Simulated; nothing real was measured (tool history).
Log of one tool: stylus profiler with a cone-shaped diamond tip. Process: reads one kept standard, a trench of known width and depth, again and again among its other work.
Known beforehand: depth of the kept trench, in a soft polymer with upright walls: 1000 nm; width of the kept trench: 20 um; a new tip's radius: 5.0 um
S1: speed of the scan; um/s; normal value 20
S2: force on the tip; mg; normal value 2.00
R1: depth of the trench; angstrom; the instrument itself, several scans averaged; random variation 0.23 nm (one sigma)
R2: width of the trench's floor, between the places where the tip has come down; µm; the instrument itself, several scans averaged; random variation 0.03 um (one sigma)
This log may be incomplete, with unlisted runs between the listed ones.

run   hour  S1    S2       R1     R2
  1    0.0  20  2.00  10137.7  13.45
  2   20.5  20  2.00  10138.8  13.46
  3   53.4  20  2.22  10150.9  13.42
  4   70.3  20  2.22  10148.4  13.40
  5   99.7  20  2.22  10148.2  13.37
  6  118.7  20  1.23  10100.2  13.32
  7  142.6  20  4.19  10225.9  13.35
  8  165.0  20  4.19  10227.9  13.33
  9  192.8  20  4.19  10224.3  13.31
 10  218.4  20  4.19  10228.6  13.39
 11  245.9  20  2.76  10174.0  13.29
 12  269.0  20  2.76  10175.3  13.20
 13  285.2  20  2.76  10172.5  13.21
 14  309.4  20  2.76  10178.0  13.14
 15  330.1  20  2.76  10175.1  13.15
 16  364.5  47  2.00  10140.6  12.97
 17  380.8  47  2.00  10141.0  12.94
 18  405.8  47  2.00  10143.0  12.92
 19  421.5  20  2.00  10144.8  13.07
 20  451.4  20  2.00  10145.3  13.02
 21  480.5  20  2.00  10142.4  12.98
 22  503.3  46  4.57  10242.9  12.92
 23  531.5  46  1.35  10108.0  12.68
 24  555.4  46  1.35  10111.8  12.71
 25  573.6  19  0.93  10088.9  12.81
 26  600.7  20  2.48  10165.1  12.86
 27  634.2  24  2.00  10147.6  12.78
 28  665.1  39  1.05  10098.3  12.62

Predict the results of run 29:
 29  690.9  39  1.05   ?   ?

R1: 10103.0 angstrom
R2: 12.55 µm
Were there no unlogged condition in the tool, this run, its random variation unchanged, would have produced R1 10093.2 angstrom, R2 13.63 µm.
